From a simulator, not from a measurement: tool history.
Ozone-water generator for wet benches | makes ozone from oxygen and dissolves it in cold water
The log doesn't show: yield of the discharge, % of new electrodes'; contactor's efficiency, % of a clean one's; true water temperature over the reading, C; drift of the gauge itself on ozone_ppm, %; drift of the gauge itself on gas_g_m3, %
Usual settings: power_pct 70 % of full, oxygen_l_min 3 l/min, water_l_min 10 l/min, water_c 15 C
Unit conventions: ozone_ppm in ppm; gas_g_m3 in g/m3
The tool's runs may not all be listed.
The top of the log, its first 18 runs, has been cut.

| run | hour | power_pct | oxygen_l_min | water_l_min | water_c | hours of work since the electrodes were changed | hours of work since the contactor was cleaned | hours of work since the thermometer was calibrated | ozone_ppm | gas_g_m3 |
|---|---|---|---|---|---|---|---|---|---|---|
| 19 | 1852.9 | 41 | 4.49 | 14 | 20 | 2957 | 423 | 4129 | 14.3 | 136.6 |
| 20 | 1971.3 | 70 | 2.56 | 8 | 15 | 3035 | 501 | 4207 | 32.7 | 257.7 |
| 21 | 2101.7 | 70 | 2.56 | 8 | 15 | 3121 | 587 | 4293 | 32.3 | 257.7 |
| 22 | 2196.4 | 70 | 2.56 | 8 | 15 | 3183 | 650 | 4355 | 32.4 | 254.6 |
| 23 | 2329.6 | 70 | 2.56 | 8 | 15 | 3271 | 737 | 4443 | 32.4 | 256.2 |
| 24 | 2403.3 | 70 | 2.56 | 8 | 15 | 3320 | 786 | 4492 | 31.6 | 253 |
| 25 | 2546.7 | 89 | 2.56 | 8 | 15 | 3414 | 880 | 4586 | 36 | 284.9 |
| 26 | 2687.3 | 72 | 2.99 | 10 | 12 | 3507 | 973 | 4679 | 28.3 | 229.9 |
| 27 | 2803.5 | 70 | 3 | 10 | 22 | 3583 | 1050 | 4755 | 23.4 | 226.4 |
| 28 | 2897.5 | 70 | 3 | 10 | 22 | 3645 | 1112 | 4817 | 23.3 | 223.6 |
| 29 | 2958.1 | 70 | 3 | 10 | 22 | 3685 | 1152 | 4857 | 22.9 | 224.9 |
| 30 | 3031 | 99 | 3 | 10 | 15 | 3733 | 1200 | 4905 | 30.6 | 264.2 |
| 31 | 3126.3 | 99 | 3 | 10 | 15 | 3796 | 1263 | 4968 | 30.6 | 265.3 |
| 32 | 3204.4 | 44 | 2.76 | 10 | 15 | 3848 | 1314 | 5020 | 20.5 | 187.3 |

Alternative continuations, all from the tool just after run 32; predict every row:
| A | 3317.8 | 44 | 2.76 | 9 | 15 | 3922 | 1389 | 5094 | ? | ? |
| B | 3317.8 | 48 | 1.95 | 10 | 16 | 3922 | 1389 | 5094 | ? | ? |
| C | 3317.8 | 48 | 2.63 | 10 | 12 | 3922 | 1389 | 5094 | ? | ? |
| D | 3317.8 | 70 | 1.6 | 13 | 15 | 3922 | 1389 | 5094 | ? | ? |

| run | ozone_ppm | gas_g_m3 |
|---|---|---|
| A | 21.6 | 186.3 |
| B | 21.7 | 246.7 |
| C | 22 | 201.4 |
| D | 20.6 | 335.1 |
The same runs, with their run-to-run variation unchanged, on a tool lacking any hidden condition would have given:
| run | ozone_ppm | gas_g_m3 |
|---|---|---|
| A | 26.8 | 220.7 |
| B | 27 | 295 |
| C | 27.5 | 240.8 |
| D | 26.8 | 419.3 |
